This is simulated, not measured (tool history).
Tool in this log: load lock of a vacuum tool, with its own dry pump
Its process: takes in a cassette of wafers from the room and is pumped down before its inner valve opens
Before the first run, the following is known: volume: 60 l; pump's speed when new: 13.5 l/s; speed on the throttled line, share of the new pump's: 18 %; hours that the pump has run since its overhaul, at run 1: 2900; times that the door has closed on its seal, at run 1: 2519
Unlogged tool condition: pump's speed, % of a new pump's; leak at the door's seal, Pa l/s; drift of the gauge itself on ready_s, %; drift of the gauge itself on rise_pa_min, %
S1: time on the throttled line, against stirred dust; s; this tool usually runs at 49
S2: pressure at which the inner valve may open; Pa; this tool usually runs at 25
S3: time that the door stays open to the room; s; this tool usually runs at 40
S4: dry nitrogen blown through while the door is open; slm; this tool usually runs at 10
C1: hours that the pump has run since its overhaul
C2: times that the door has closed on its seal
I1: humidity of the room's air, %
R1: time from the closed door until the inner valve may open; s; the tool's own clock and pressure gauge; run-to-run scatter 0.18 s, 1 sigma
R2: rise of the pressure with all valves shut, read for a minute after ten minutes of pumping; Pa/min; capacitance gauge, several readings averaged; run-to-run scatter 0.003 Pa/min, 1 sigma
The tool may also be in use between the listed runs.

{"run": 1, "hour": 0.0, "S1": 49, "S2": 25, "S3": 40, "S4": 10, "C1": 2900, "C2": 2519, "I1": 41.8, "R1": 77.5, "R2": 0.021}
{"run": 2, "hour": 56.6, "S1": 49, "S2": 25, "S3": 40, "S4": 10, "C1": 2957, "C2": 2722, "I1": 40.9, "R1": 77.5, "R2": 0.025}
{"run": 3, "hour": 110.3, "S1": 49, "S2": 25, "S3": 40, "S4": 10, "C1": 3010, "C2": 2914, "I1": 46.5, "R1": 77.8, "R2": 0.024}
{"run": 4, "hour": 201.4, "S1": 26, "S2": 25, "S3": 40, "S4": 10, "C1": 3101, "C2": 3240, "I1": 45.5, "R1": 58.8, "R2": 0.024}
{"run": 5, "hour": 273.8, "S1": 26, "S2": 25, "S3": 40, "S4": 10, "C1": 3174, "C2": 3499, "I1": 47.2, "R1": 58.8, "R2": 0.03}
{"run": 6, "hour": 368.6, "S1": 49, "S2": 44, "S3": 40, "S4": 10, "C1": 3269, "C2": 3839, "I1": 46.1, "R1": 75, "R2": 0.034}
{"run": 7, "hour": 469.6, "S1": 49, "S2": 43, "S3": 167, "S4": 6, "C1": 3370, "C2": 4200, "I1": 47, "R1": 75.5, "R2": 0.058}
{"run": 8, "hour": 551.1, "S1": 49, "S2": 43, "S3": 167, "S4": 6, "C1": 3451, "C2": 4492, "I1": 47.3, "R1": 75.2, "R2": 0.061}
{"run": 9, "hour": 626.8, "S1": 41, "S2": 18, "S3": 96, "S4": 19, "C1": 3527, "C2": 4763, "I1": 44, "R1": 72.8, "R2": 0.031}
{"run": 10, "hour": 688.7, "S1": 49, "S2": 25, "S3": 40, "S4": 27, "C1": 3589, "C2": 4985, "I1": 45.8, "R1": 78.3, "R2": 0.027}
{"run": 11, "hour": 782.5, "S1": 49, "S2": 41, "S3": 40, "S4": 9, "C1": 3682, "C2": 5320, "I1": 44.7, "R1": 75.7, "R2": 0.035}

Forecast each of these 3 alternatives for the next run:
{"run": "A", "hour": 854.1, "S1": 42, "S2": 33, "S3": 40, "S4": 7, "C1": 3754, "C2": 5577, "I1": 45.2, "R1": "?", "R2": "?"}
{"run": "B", "hour": 854.1, "S1": 62, "S2": 18, "S3": 40, "S4": 10, "C1": 3754, "C2": 5577, "I1": 45, "R1": "?", "R2": "?"}
{"run": "C", "hour": 854.1, "S1": 25, "S2": 41, "S3": 29, "S4": 9, "C1": 3754, "C2": 5577, "I1": 45.3, "R1": "?", "R2": "?"}

run=A R1=71 R2=0.04
run=B R1=90.4 R2=0.038
run=C R1=55.9 R2=0.035
What these runs would have given with no unlogged condition in the tool:
run=A R1=70.5 R2=0.021
run=B R1=89.9 R2=0.019
run=C R1=55.4 R2=0.016
